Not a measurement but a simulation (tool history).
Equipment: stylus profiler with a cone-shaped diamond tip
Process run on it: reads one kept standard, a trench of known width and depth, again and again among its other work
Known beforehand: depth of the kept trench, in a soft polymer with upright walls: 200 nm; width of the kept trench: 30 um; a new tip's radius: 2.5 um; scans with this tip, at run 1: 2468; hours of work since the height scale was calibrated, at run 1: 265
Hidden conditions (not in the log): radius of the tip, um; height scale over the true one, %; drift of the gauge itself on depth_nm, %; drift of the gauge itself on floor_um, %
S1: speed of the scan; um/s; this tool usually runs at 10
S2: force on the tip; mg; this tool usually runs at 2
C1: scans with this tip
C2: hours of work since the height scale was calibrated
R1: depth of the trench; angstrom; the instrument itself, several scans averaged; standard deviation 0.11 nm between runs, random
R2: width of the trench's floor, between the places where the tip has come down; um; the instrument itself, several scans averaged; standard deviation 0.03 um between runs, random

run 1 hour=0 | S1=10 S2=2 | C1=2468 C2=265 | R1=2028.3 R2=27.92
run 2 hour=32.3 | S1=10 S2=2 | C1=2655 C2=285 | R1=2027.1 R2=27.89
run 3 hour=70.1 | S1=10 S2=1.04 | C1=2873 C2=308 | R1=2019.6 R2=27.86
run 4 hour=96.1 | S1=10 S2=2 | C1=3024 C2=324 | R1=2028.3 R2=27.89
run 5 hour=117.2 | S1=10 S2=1.79 | C1=3146 C2=337 | R1=2024.9 R2=27.93
run 6 hour=135.1 | S1=10 S2=1.79 | C1=3249 C2=348 | R1=2027 R2=27.88
run 7 hour=171 | S1=14 S2=2 | C1=3456 C2=371 | R1=2028.5 R2=27.87
run 8 hour=197.9 | S1=10 S2=2 | C1=3612 C2=387 | R1=2028.6 R2=27.84
run 9 hour=222 | S1=10 S2=2 | C1=3752 C2=402 | R1=2027.8 R2=27.91
run 10 hour=243 | S1=13 S2=2.18 | C1=3873 C2=415 | R1=2032.1 R2=27.87
run 11 hour=281.5 | S1=10 S2=2.96 | C1=4095 C2=439 | R1=2035.4 R2=27.82
run 12 hour=301.9 | S1=10 S2=2.96 | C1=4213 C2=452 | R1=2038 R2=27.81
run 13 hour=324.4 | S1=3 S2=2.88 | C1=4343 C2=466 | R1=2037.3 R2=27.97
run 14 hour=353.6 | S1=15 S2=1.73 | C1=4512 C2=484 | R1=2024.9 R2=27.83
run 15 hour=371.2 | S1=3 S2=2 | C1=4613 C2=495 | R1=2028.8 R2=27.82
run 16 hour=409.9 | S1=14 S2=2.02 | C1=4837 C2=519 | R1=2028.8 R2=27.8
run 17 hour=444.7 | S1=14 S2=2.02 | C1=5038 C2=540 | R1=2029.1 R2=27.81
run 18 hour=473.7 | S1=14 S2=2.02 | C1=5206 C2=558 | R1=2030.7 R2=27.77

For some of the steps in R1 from one run to the next: how much would appear even if the tool had no hidden state, given the settings, what came in and random variation, and how much remains for the hidden state plus any gauge scatter that the measured result and the result without hidden state don't share?
Run 13 -> 14: S1 3 -> 15, S2 2.88 -> 1.73. R1 -12.4 angstrom: hidden state +0.1, all else -12.5.
Run 15 -> 16: S1 3 -> 14, S2 2 -> 2.02. R1 +0 angstrom: hidden state +0.3, all else -0.3.
